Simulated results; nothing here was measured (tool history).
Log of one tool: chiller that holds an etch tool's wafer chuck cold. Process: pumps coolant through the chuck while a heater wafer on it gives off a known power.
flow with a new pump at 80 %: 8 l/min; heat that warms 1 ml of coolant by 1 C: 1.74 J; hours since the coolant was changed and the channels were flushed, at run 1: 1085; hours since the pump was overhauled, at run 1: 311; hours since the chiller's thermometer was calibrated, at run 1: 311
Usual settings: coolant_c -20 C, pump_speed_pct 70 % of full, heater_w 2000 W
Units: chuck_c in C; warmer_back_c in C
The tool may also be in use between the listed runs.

| run | hour | coolant_c | pump_speed_pct | heater_w | hours since the coolant was changed and the channels were flushed | hours since the pump was overhauled | hours since the chiller's thermometer was calibrated | chuck_c | warmer_back_c |
|---|---|---|---|---|---|---|---|---|---|
| 1 | 0 | -20 | 70 | 2000 | 1085 | 311 | 311 | 10.1 | 10.01 |
| 2 | 32.2 | -21 | 70 | 2000 | 1118 | 344 | 344 | 9 | 10.06 |
| 3 | 81.3 | -20 | 72 | 2000 | 1167 | 393 | 393 | 9.1 | 9.82 |
| 4 | 133.9 | -20 | 70 | 2000 | 1219 | 445 | 445 | 10.1 | 10.11 |
| 5 | 158.5 | -20 | 70 | 2000 | 1244 | 470 | 470 | 10.2 | 10.09 |
| 6 | 184.1 | -27 | 70 | 1131 | 1270 | 495 | 495 | -9.9 | 5.68 |

Run 7 comes next. What will it give?
| 7 | 235.1 | -28 | 78 | 1066 | 1320 | 546 | 546 | ? | ? |

Run 7 gave chuck_c -13.6 C, warmer_back_c 4.83 C.
Without the tool's hidden state the same run would have given chuck_c -14.3 C, warmer_back_c 4.77 C.
